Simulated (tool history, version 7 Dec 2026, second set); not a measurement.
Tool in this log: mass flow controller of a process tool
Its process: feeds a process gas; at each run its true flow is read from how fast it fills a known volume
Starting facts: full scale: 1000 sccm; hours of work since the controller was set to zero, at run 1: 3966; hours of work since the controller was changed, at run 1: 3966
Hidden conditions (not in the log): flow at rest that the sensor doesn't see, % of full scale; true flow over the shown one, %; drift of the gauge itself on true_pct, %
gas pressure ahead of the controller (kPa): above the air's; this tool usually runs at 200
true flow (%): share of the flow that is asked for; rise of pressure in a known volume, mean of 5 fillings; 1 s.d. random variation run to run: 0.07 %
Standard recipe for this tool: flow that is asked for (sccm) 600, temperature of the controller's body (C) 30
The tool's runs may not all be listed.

| run | hour | flow that is asked for (sccm) | gas pressure ahead of the controller (kPa) | temperature of the controller's body (C) | hours of work since the controller was set to zero | hours of work since the controller was changed | true flow (%) |
|---|---|---|---|---|---|---|---|
| 1 | 0 | 600 | 200 | 30 | 3966 | 3966 | 100.46 |
| 2 | 212.5 | 600 | 200 | 30 | 4052 | 4052 | 100.4 |
| 3 | 360.5 | 600 | 144 | 30 | 4111 | 4111 | 100.16 |
| 4 | 541.2 | 600 | 200 | 30 | 4184 | 4184 | 100.54 |
| 5 | 743.9 | 600 | 200 | 30 | 4266 | 4266 | 100.59 |
| 6 | 981.2 | 600 | 200 | 30 | 4362 | 4362 | 100.6 |
| 7 | 1170.9 | 600 | 200 | 30 | 4438 | 4438 | 100.73 |
| 8 | 1295 | 123 | 200 | 30 | 4488 | 4488 | 101.76 |
| 9 | 1474.6 | 600 | 200 | 30 | 4560 | 4560 | 100.73 |
| 10 | 1598 | 600 | 192 | 30 | 4610 | 4610 | 100.6 |
| 11 | 1751.4 | 600 | 192 | 30 | 4672 | 4672 | 100.69 |
| 12 | 1931.7 | 600 | 192 | 30 | 4745 | 4745 | 100.82 |
| 13 | 2085.3 | 600 | 192 | 31 | 4807 | 4807 | 100.74 |
| 14 | 2221.3 | 600 | 192 | 31 | 4862 | 4862 | 100.7 |
| 15 | 2357.5 | 600 | 200 | 30 | 4916 | 4916 | 100.88 |
| 16 | 2516.3 | 600 | 200 | 30 | 4980 | 4980 | 100.91 |
| 17 | 2738.6 | 600 | 205 | 30 | 5070 | 5070 | 100.97 |
| 18 | 2966.4 | 600 | 205 | 30 | 5162 | 5162 | 100.94 |
| 19 | 3071.4 | 600 | 200 | 30 | 5204 | 5204 | 100.97 |
| 20 | 3292.2 | 600 | 170 | 30 | 5293 | 5293 | 100.92 |
| 21 | 3443.4 | 600 | 200 | 30 | 5354 | 5354 | 101.23 |
| 22 | 3574.2 | 600 | 200 | 30 | 5407 | 5407 | 101.17 |
| 23 | 3745.5 | 600 | 175 | 30 | 5476 | 5476 | 101.08 |
| 24 | 3865.7 | 600 | 200 | 33 | 5525 | 5525 | 100.93 |
| 25 | 4093.5 | 600 | 200 | 33 | 5616 | 5616 | 100.92 |
| 26 | 4219.4 | 600 | 200 | 33 | 5667 | 5667 | 100.9 |
| 27 | 4341 | 600 | 202 | 25 | 5716 | 5716 | 101.62 |
| 28 | 4520.9 | 600 | 202 | 25 | 5789 | 5789 | 101.62 |
| 29 | 4735.8 | 105 | 200 | 36 | 5875 | 5875 | 103.16 |
| 30 | 4843 | 722 | 200 | 27 | 5919 | 5919 | 101.76 |
| 31 | 5050.8 | 153 | 146 | 32 | 6002 | 6002 | 101.95 |
| 32 | 5200.3 | 600 | 234 | 34 | 6063 | 6063 | 101.29 |
| 33 | 5405.4 | 600 | 234 | 34 | 6145 | 6145 | 101.29 |
| 34 | 5545.9 | 600 | 234 | 34 | 6202 | 6202 | 101.44 |
| 35 | 5739.1 | 600 | 234 | 34 | 6280 | 6280 | 101.31 |
| 36 | 5873.7 | 600 | 234 | 34 | 6334 | 6334 | 101.42 |
|  | 5975.2 | controller's zero set anew |
| 37 | 6048.2 | 684 | 212 | 36 | 29 | 6404 | 100.75 |
| 38 | 6151.5 | 684 | 212 | 36 | 71 | 6446 | 100.6 |
| 39 | 6344.1 | 136 | 212 | 36 | 149 | 6524 | 99.43 |
| 40 | 6515.3 | 493 | 153 | 30 | 218 | 6593 | 100.4 |
| 41 | 6724.9 | 108 | 207 | 22 | 302 | 6677 | 100.86 |
| 42 | 6970.1 | 108 | 207 | 25 | 401 | 6776 | 100.77 |
| 43 | 7213.4 | 108 | 207 | 25 | 499 | 6874 | 100.77 |
| 44 | 7440.7 | 600 | 161 | 24 | 591 | 6966 | 101.34 |
| 45 | 7668.7 | 554 | 200 | 30 | 683 | 7058 | 100.87 |
| 46 | 7839.1 | 554 | 200 | 30 | 752 | 7126 | 100.96 |
| 47 | 7958.1 | 600 | 247 | 30 | 800 | 7174 | 101.38 |

What if the next run were any one of these 3? Each begins from the tool's condition after run 47:
| A | 8073.7 | 600 | 200 | 33 | 846 | 7221 | ? |
| B | 8073.7 | 168 | 173 | 29 | 846 | 7221 | ? |
| C | 8073.7 | 600 | 247 | 28 | 846 | 7221 | ? |

| run | true flow (%) |
|---|---|
| A | 100.99 |
| B | 100.24 |
| C | 101.64 |
Take away the tool's hidden state, keep each run's random variation, and the runs would have read:
| run | true flow (%) |
|---|---|
| A | 98.32 |
| B | 97.11 |
| C | 98.97 |

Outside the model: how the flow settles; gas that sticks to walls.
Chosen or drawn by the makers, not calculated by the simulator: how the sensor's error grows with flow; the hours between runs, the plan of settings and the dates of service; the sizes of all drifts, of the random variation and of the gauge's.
